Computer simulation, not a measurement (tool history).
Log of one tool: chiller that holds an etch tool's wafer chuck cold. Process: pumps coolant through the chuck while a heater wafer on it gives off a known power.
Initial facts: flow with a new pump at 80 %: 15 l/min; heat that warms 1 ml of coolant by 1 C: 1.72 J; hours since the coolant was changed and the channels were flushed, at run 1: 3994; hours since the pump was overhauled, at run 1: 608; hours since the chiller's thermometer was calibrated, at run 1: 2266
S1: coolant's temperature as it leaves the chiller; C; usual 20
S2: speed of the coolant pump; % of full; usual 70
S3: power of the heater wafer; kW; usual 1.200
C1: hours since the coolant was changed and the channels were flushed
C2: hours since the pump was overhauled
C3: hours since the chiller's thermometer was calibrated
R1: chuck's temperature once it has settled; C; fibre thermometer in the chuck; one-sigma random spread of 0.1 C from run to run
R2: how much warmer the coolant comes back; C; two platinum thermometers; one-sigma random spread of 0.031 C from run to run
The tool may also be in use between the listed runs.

run   hour  S1  S2     S3    C1    C2    C3    R1    R2
  1    0.0  20  70  1.200  3994   608  2266  30.6  3.14
  2   35.3  20  70  1.200  4029   644  2301  30.6  3.15
  3   71.6  20  70  1.200  4066   680  2337  30.4  3.17
  4  103.9  20  70  1.200  4098   712  2370  30.5  3.16
  5  132.6  20  84  1.200  4127   741  2398  28.9  2.52
  6  170.1  20  84  1.200  4164   779  2436  29.0  2.46
  7  204.3  20  70  0.717  4198   813  2470  26.4  1.68
  8  228.5  20  70  0.862  4223   837  2494  27.6  2.02
  9  251.1  20  70  0.862  4245   860  2517  27.6  2.01
 10  289.9  20  64  1.200  4284   898  2556  31.3  3.20
     295.1  -- chiller's thermometer calibrated
 11  321.3  20  98  1.200  4314   929    26  27.9  1.94
 12  339.4  20  98  1.200  4333   947    44  27.9  1.90
 13  378.9  20  98  1.200  4372   986    84  27.9  1.86
 14  398.7  20  98  1.200  4392  1006   104  27.8  1.83
     427.2  -- gauge calibrated
 15  438.1  20  70  1.200  4431  1045   143  30.4  3.20
 16  467.1  20  70  1.200  4460  1075   172  30.6  3.18
 17  501.9  12  62  1.336  4495  1109   207  24.8  3.91
 18  525.1  15  97  1.336  4518  1133   230  23.9  2.38
 19  561.3  15  97  1.336  4554  1169   266  24.0  2.46
 20  590.3  25  71  1.200  4583  1198   295  35.4  2.97
 21  612.6  25  71  1.200  4606  1220   317  35.4  3.00
 22  630.2  25  71  1.200  4623  1238   335  35.6  2.84
 23  663.6  10  80  1.778  4657  1271   369  24.2  3.90
 24  691.7  15  80  0.643  4685  1299   397  20.0  1.23
 25  724.9  20  78  0.860  4718  1332   430  27.0  1.76
 26  747.7  14  78  1.257  4741  1355   453  24.0  2.64
 27  779.2  10  71  1.200  4772  1387   484  20.4  2.71
 28  796.2  23  70  1.442  4789  1404   501  35.4  3.44
     815.6  -- gauge calibrated
 29  832.4  26  61  1.779  4826  1440   537  43.7  5.42
 30  870.5  26  61  1.779  4864  1478   575  43.5  5.41
 31  888.1  30  87  0.744  4881  1495   593  35.4  1.50

Below are 3 alternative next runs, each starting from the tool's condition after run 31. Predict each:
  A  912.9  11  91  0.846  4906  1520  618   ?   ?
  B  912.9  14  70  0.796  4906  1520  618   ?   ?
  C  912.9  30  87  1.376  4906  1520  618   ?   ?

run    R1    R2
  A  17.0  1.68
  B  20.8  2.05
  C  40.2  2.81
Stripped of hidden state, with their random variation kept, the same runs would have yielded:
run    R1    R2
  A  17.0  1.79
  B  20.8  2.15
  C  40.2  2.91

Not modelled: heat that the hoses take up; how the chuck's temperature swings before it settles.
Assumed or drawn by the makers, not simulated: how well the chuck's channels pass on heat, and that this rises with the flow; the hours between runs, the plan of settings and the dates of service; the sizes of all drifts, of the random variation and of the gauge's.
